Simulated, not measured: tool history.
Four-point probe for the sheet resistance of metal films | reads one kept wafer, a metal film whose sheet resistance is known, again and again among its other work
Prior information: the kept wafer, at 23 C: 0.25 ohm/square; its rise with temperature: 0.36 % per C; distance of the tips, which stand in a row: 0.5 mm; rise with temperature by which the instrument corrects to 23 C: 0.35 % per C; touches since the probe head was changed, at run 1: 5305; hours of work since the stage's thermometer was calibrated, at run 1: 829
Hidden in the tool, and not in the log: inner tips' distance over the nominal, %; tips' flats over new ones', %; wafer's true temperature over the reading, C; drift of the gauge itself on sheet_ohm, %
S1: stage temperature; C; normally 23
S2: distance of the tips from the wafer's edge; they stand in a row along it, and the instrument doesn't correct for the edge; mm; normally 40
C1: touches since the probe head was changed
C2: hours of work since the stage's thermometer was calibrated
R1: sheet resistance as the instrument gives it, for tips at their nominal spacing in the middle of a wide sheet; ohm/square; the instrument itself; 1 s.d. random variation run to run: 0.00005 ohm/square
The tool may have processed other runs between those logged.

run,hour,S1,S2,C1,C2,R1
1,0.0,23,40,5305,829,0.251519
2,29.5,23,40,5811,848,0.251443
3,85.5,23,40,6773,883,0.251502
4,134.1,23,40,7606,913,0.251510
5,168.1,23,40,8191,935,0.251557
6,201.5,23,40,8765,955,0.251579
7,228.2,22,40,9222,972,0.251507
8,258.2,23,40,9737,991,0.251520
9,299.0,23,40,10438,1016,0.251585
10,336.9,23,40,11089,1040,0.251646
11,367.5,23,40,11614,1059,0.251634
12,391.0,23,40,12017,1074,0.251521
13,423.5,20,18,12575,1094,0.251622
14,463.9,31,14,13268,1120,0.252091
15,491.4,31,14,13740,1137,0.252208
16,520.9,20,14,14247,1155,0.251681
17,559.9,20,14,14917,1180,0.251685
18,598.9,20,14,15587,1204,0.251755
19,654.9,29,22,16547,1239,0.251988
20,692.9,29,22,17199,1263,0.252111
21,716.0,25,7,17597,1277,0.252515
22,743.3,25,7,18065,1294,0.252505
23,787.4,28,7,18822,1322,0.252665
24,822.6,32,8,19426,1344,0.252606

Below are 4 alternative next runs, each starting from the tool's condition after run 24. Predict each:
A,878.5,25,29,20385,1379,?
B,878.5,18,49,20385,1379,?
C,878.5,25,13,20385,1379,?
D,878.5,27,16,20385,1379,?

run,R1
A,0.251932
B,0.251541
C,0.252024
D,0.252086
Take away the tool's hidden state, keep each run's random variation, and the runs would have read:
run,R1
A,0.250168
B,0.249773
C,0.250259
D,0.250323
